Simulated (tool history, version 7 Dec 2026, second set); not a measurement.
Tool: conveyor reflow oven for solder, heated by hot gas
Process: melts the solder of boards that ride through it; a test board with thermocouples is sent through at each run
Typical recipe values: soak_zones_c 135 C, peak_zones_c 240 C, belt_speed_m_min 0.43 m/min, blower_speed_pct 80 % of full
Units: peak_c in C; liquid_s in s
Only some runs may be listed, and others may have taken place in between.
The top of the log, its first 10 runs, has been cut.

run 11 hour=212.7 | soak_zones_c=135 peak_zones_c=240 belt_speed_m_min=0.43 blower_speed_pct=77 | peak_c=223.9 liquid_s=79.1
run 12 hour=224.4 | soak_zones_c=135 peak_zones_c=240 belt_speed_m_min=0.43 blower_speed_pct=77 | peak_c=224.2 liquid_s=79.5
run 13 hour=250.8 | soak_zones_c=135 peak_zones_c=240 belt_speed_m_min=0.43 blower_speed_pct=77 | peak_c=224.2 liquid_s=79
run 14 hour=263.2 | soak_zones_c=135 peak_zones_c=240 belt_speed_m_min=0.43 blower_speed_pct=80 | peak_c=224.8 liquid_s=79.3
run 15 hour=291.5 | soak_zones_c=135 peak_zones_c=240 belt_speed_m_min=0.411 blower_speed_pct=80 | peak_c=226.2 liquid_s=84.7
run 16 hour=306 | soak_zones_c=140 peak_zones_c=232 belt_speed_m_min=0.439 blower_speed_pct=80 | peak_c=218.5 liquid_s=74.5
run 17 hour=334.4 | soak_zones_c=140 peak_zones_c=246 belt_speed_m_min=0.419 blower_speed_pct=51 | peak_c=223.2 liquid_s=81.6
run 18 hour=356.3 | soak_zones_c=140 peak_zones_c=246 belt_speed_m_min=0.419 blower_speed_pct=51 | peak_c=222.9 liquid_s=81.6
run 19 hour=368.3 | soak_zones_c=135 peak_zones_c=240 belt_speed_m_min=0.421 blower_speed_pct=68 | peak_c=222.4 liquid_s=79.2
run 20 hour=383.5 | soak_zones_c=150 peak_zones_c=240 belt_speed_m_min=0.43 blower_speed_pct=53 | peak_c=219.6 liquid_s=82
run 21 hour=408.4 | soak_zones_c=135 peak_zones_c=246 belt_speed_m_min=0.374 blower_speed_pct=73 | peak_c=232.7 liquid_s=99.8
run 22 hour=420.8 | soak_zones_c=135 peak_zones_c=237 belt_speed_m_min=0.35 blower_speed_pct=79 | peak_c=227.7 liquid_s=101.9
run 23 hour=438.3 | soak_zones_c=137 peak_zones_c=234 belt_speed_m_min=0.43 blower_speed_pct=65 | peak_c=216.4 liquid_s=72.2
run 24 hour=463.5 | soak_zones_c=121 peak_zones_c=230 belt_speed_m_min=0.388 blower_speed_pct=87 | peak_c=218.6 liquid_s=77.7
run 25 hour=491.7 | soak_zones_c=121 peak_zones_c=230 belt_speed_m_min=0.388 blower_speed_pct=87 | peak_c=218 liquid_s=78
run 26 hour=510.5 | soak_zones_c=135 peak_zones_c=243 belt_speed_m_min=0.429 blower_speed_pct=54 | peak_c=218.9 liquid_s=73.9
run 27 hour=528 | soak_zones_c=135 peak_zones_c=240 belt_speed_m_min=0.398 blower_speed_pct=56 | peak_c=221.2 liquid_s=81.6
run 28 hour=552.1 | soak_zones_c=124 peak_zones_c=240 belt_speed_m_min=0.36 blower_speed_pct=51 | peak_c=220.8 liquid_s=85.4
run 29 hour=568.2 | soak_zones_c=124 peak_zones_c=240 belt_speed_m_min=0.36 blower_speed_pct=51 | peak_c=220.9 liquid_s=85.9
run 30 hour=580.4 | soak_zones_c=147 peak_zones_c=232 belt_speed_m_min=0.44 blower_speed_pct=64 | peak_c=215.7 liquid_s=74.3

Below are 3 alternative next runs, each starting from the tool's condition after run 30. Predict each:
run A hour=594.5 | soak_zones_c=135 peak_zones_c=240 belt_speed_m_min=0.346 blower_speed_pct=80 | peak_c=? liquid_s=?
run B hour=594.5 | soak_zones_c=140 peak_zones_c=232 belt_speed_m_min=0.44 blower_speed_pct=70 | peak_c=? liquid_s=?
run C hour=594.5 | soak_zones_c=141 peak_zones_c=237 belt_speed_m_min=0.43 blower_speed_pct=57 | peak_c=? liquid_s=?

run=A peak_c=230.7 liquid_s=105.8
run=B peak_c=215.8 liquid_s=72.1
run=C peak_c=216.8 liquid_s=74.5
Without the tool's hidden state the same runs would have given:
run=A peak_c=229.6 liquid_s=102.9
run=B peak_c=214.9 liquid_s=69.9
run=C peak_c=215.8 liquid_s=72

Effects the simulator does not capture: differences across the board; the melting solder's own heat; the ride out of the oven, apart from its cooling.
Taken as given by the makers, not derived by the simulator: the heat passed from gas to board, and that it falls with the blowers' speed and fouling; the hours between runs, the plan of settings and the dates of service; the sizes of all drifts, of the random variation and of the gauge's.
